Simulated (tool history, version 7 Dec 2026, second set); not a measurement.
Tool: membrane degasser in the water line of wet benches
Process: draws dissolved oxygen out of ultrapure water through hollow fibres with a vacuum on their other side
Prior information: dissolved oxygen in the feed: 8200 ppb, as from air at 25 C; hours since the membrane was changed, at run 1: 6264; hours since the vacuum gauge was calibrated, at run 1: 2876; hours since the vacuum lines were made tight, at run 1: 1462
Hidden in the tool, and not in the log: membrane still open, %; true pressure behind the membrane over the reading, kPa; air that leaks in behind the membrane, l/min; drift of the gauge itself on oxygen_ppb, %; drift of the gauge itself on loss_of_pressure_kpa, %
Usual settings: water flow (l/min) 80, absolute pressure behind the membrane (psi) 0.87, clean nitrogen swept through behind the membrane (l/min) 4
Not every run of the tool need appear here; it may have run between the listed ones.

run,day,water flow (l/min),absolute pressure behind the membrane (psi),clean nitrogen swept through behind the membrane (l/min),hours since the membrane was changed,hours since the vacuum gauge was calibrated,hours since the vacuum lines were made tight,dissolved oxygen in the water behind the degasser (ppb),pressure that the water loses in the fibres (psi)
1,0,80,0.87,4,6264,2876,1462,148.4,10.341
2,4.454,80,0.87,4,6371,2982,1569,147.6,10.367
3,9.212,80,0.87,4,6485,3097,1683,149.2,10.435
4,14.292,80,0.87,4,6607,3219,1805,150.2,10.356
5,19.933,80,0.87,4,6742,3354,1940,151.9,10.36
6,25.65,80,0.87,4,6879,3491,2077,150.8,10.393
7,33.304,80,0.87,4,7063,3675,2261,151.1,10.385
8,38.012,80,0.87,4,7176,3788,2374,153.9,10.38
9,45.088,80,0.87,4,7346,3958,2544,153,10.379
10,49.233,80,0.87,4,7445,4057,2643,156.6,10.522
11,57.229,80,1.098,4,7637,4249,2835,220.9,10.499
12,61.717,80,1.098,4,7745,4357,2943,221,10.46
13,68.846,80,1.098,4,7916,4528,3114,221.3,10.492
14,74.438,80,1.098,4,8050,4662,3248,226.4,10.514
15,81.721,91,1.891,4,8225,4837,3423,506.7,11.906
16,85.496,91,1.926,3.97,8316,4927,3514,518.3,11.944
17,93.604,96,0.87,2.34,8510,5122,3708,289.4,12.679
18,98.717,96,0.87,2.34,8633,5245,3831,289.6,12.599
19,103.133,96,0.92,2.34,8739,5351,3937,319.9,12.649
20,106.783,80,0.738,2.07,8827,5438,4025,198.4,10.53
# day 108.583: seals of the vacuum lines changed
21,114.212,80,2.026,2.07,9003,5615,135,834.2,10.482
22,121.746,80,2.026,2.07,9184,5795,316,823.9,10.614
23,125.892,67,2.026,2.07,9283,5895,415,716.3,8.869
24,133.542,61,1.946,5.16,9467,6079,599,290.7,8.06

Here are 5 independent what-if runs from the current tool condition. What would each one return?
A,140.854,61,1.946,11.05,9642,6254,775,?,?
B,140.854,93,1.946,6.62,9642,6254,775,?,?
C,140.854,61,1.474,5.16,9642,6254,775,?,?
D,140.854,128,1.946,5.16,9642,6254,775,?,?
E,140.854,80,0.835,4,9642,6254,775,?,?

run,dissolved oxygen in the water behind the degasser (ppb),pressure that the water loses in the fibres (psi)
A,145.2,8.064
B,359.8,12.283
C,209.6,8.099
D,623,16.945
E,155.7,10.618
Had the tool no hidden state, the same runs would have come out as:
run,dissolved oxygen in the water behind the degasser (ppb),pressure that the water loses in the fibres (psi)
A,135.3,7.514
B,332.8,11.443
C,191,7.549
D,573.5,15.787
E,123,9.894
